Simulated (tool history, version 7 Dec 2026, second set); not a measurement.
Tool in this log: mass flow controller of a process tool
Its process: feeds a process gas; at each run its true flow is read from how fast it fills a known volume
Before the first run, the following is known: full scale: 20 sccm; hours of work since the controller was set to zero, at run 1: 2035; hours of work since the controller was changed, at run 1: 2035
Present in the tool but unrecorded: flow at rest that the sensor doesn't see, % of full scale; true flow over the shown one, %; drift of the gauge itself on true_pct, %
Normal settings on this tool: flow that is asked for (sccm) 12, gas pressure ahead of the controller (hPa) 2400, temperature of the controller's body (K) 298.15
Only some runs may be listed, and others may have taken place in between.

| run | hour | flow that is asked for (sccm) | gas pressure ahead of the controller (hPa) | temperature of the controller's body (K) | hours of work since the controller was set to zero | hours of work since the controller was changed | true flow (%) |
|---|---|---|---|---|---|---|---|
| 1 | 0 | 12 | 2400 | 298.15 | 2035 | 2035 | 98.78 |
| 2 | 235.3 | 12 | 2400 | 298.15 | 2119 | 2119 | 98.82 |
| 3 | 447.4 | 2 | 2400 | 298.15 | 2195 | 2195 | 101.36 |
| 4 | 713.9 | 12 | 2540 | 298.15 | 2291 | 2291 | 98.64 |
| 5 | 861.7 | 12 | 2400 | 298.15 | 2344 | 2344 | 98.63 |
| 6 | 1011 | 12 | 2400 | 298.15 | 2398 | 2398 | 98.77 |
| 7 | 1290.8 | 12 | 2400 | 308.15 | 2499 | 2499 | 99.35 |
| 8 | 1447.3 | 3 | 2400 | 308.15 | 2555 | 2555 | 101.12 |
| 9 | 1678 | 8 | 2400 | 308.15 | 2638 | 2638 | 99.42 |
| 10 | 1895.2 | 8 | 2400 | 295.15 | 2716 | 2716 | 98.67 |
| 11 | 2091.2 | 8 | 2400 | 295.15 | 2787 | 2787 | 98.56 |
| 12 | 2260.8 | 8 | 2400 | 295.15 | 2848 | 2848 | 98.56 |
| 13 | 2513.3 | 12 | 2400 | 295.15 | 2938 | 2938 | 98.61 |
| 14 | 2714.7 | 12 | 2400 | 295.15 | 3011 | 3011 | 98.63 |
| 15 | 2999.6 | 12 | 2400 | 295.15 | 3113 | 3113 | 98.45 |
| 16 | 3138.7 | 12 | 2400 | 295.15 | 3163 | 3163 | 98.42 |
| 17 | 3387.1 | 12 | 2400 | 295.15 | 3253 | 3253 | 98.4 |
| 18 | 3529.2 | 12 | 2400 | 295.15 | 3304 | 3304 | 98.47 |
| 19 | 3704.7 | 12 | 2400 | 295.15 | 3367 | 3367 | 98.34 |
| 20 | 3923.3 | 12 | 2400 | 298.15 | 3446 | 3446 | 98.64 |
| 21 | 4058 | 12 | 1720 | 298.15 | 3494 | 3494 | 98.78 |
| 22 | 4286 | 12 | 1720 | 299.15 | 3576 | 3576 | 98.74 |
| 23 | 4411.5 | 12 | 1720 | 299.15 | 3621 | 3621 | 98.71 |
| 24 | 4611.3 | 12 | 1720 | 299.15 | 3693 | 3693 | 98.72 |
| 25 | 4743.7 | 12 | 1700 | 305.15 | 3741 | 3741 | 99.17 |
| 26 | 4923.2 | 12 | 2520 | 298.15 | 3805 | 3805 | 98.48 |
| 27 | 5123.7 | 12 | 1440 | 304.15 | 3877 | 3877 | 99.03 |
| 28 | 5276.9 | 12 | 1750 | 298.15 | 3932 | 3932 | 98.61 |
| 29 | 5398.8 | 13 | 1600 | 310.15 | 3976 | 3976 | 99.39 |
| 30 | 5565 | 5 | 1940 | 298.15 | 4036 | 4036 | 99.85 |
| 31 | 5812.9 | 7 | 1610 | 298.15 | 4125 | 4125 | 99.07 |
| 32 | 6033.5 | 7 | 1610 | 298.15 | 4205 | 4205 | 99.12 |
| 33 | 6280.7 | 8 | 2400 | 298.15 | 4293 | 4293 | 98.89 |
| 34 | 6439.6 | 8 | 2400 | 298.15 | 4351 | 4351 | 98.72 |
| 35 | 6662.8 | 11 | 2400 | 298.15 | 4431 | 4431 | 98.52 |
| 36 | 6786 | 12 | 2000 | 309.15 | 4475 | 4475 | 99.35 |
| 37 | 6920.1 | 17 | 2400 | 298.15 | 4523 | 4523 | 98.49 |
| 38 | 7043.4 | 17 | 2400 | 298.15 | 4568 | 4568 | 98.63 |
| 39 | 7229.1 | 4 | 1550 | 299.15 | 4635 | 4635 | 101.03 |
| 40 | 7370.2 | 4 | 1550 | 299.15 | 4685 | 4685 | 101.08 |
| 41 | 7549.6 | 18 | 2760 | 298.15 | 4750 | 4750 | 98.38 |
| 42 | 7829.8 | 18 | 2760 | 298.15 | 4851 | 4851 | 98.33 |
| 43 | 8056.8 | 15 | 1820 | 307.15 | 4932 | 4932 | 99.16 |
| 44 | 8221.4 | 15 | 1820 | 307.15 | 4991 | 4991 | 99.09 |
| 45 | 8348 | 15 | 2730 | 307.15 | 5037 | 5037 | 98.92 |
| 46 | 8610.1 | 15 | 1850 | 310.15 | 5131 | 5131 | 99.32 |
| 47 | 8870.5 | 10 | 2380 | 302.15 | 5225 | 5225 | 98.89 |
| 48 | 9069.2 | 10 | 2380 | 302.15 | 5296 | 5296 | 98.9 |

Hidden state or all else? Some run-to-run changes of true flow (%), split into what the settings, what came in and random variation would give without the hidden state, and what is left for the hidden state (with any gauge scatter that isn't in both results):
Run 2 -> 3: flow that is asked for (sccm) 12 -> 2. true flow (%) +2.54: hidden state +3.59, all else -1.05.
Run 3 -> 4: flow that is asked for (sccm) 2 -> 12, gas pressure ahead of the controller (hPa) 2400 -> 2540. true flow (%) -2.72: hidden state -3.62, all else +0.9.
Run 40 -> 41: flow that is asked for (sccm) 4 -> 18, gas pressure ahead of the controller (hPa) 1550 -> 2760, temperature of the controller's body (K) 299.15 -> 298.15. true flow (%) -2.7: hidden state -3.58, all else +0.88.
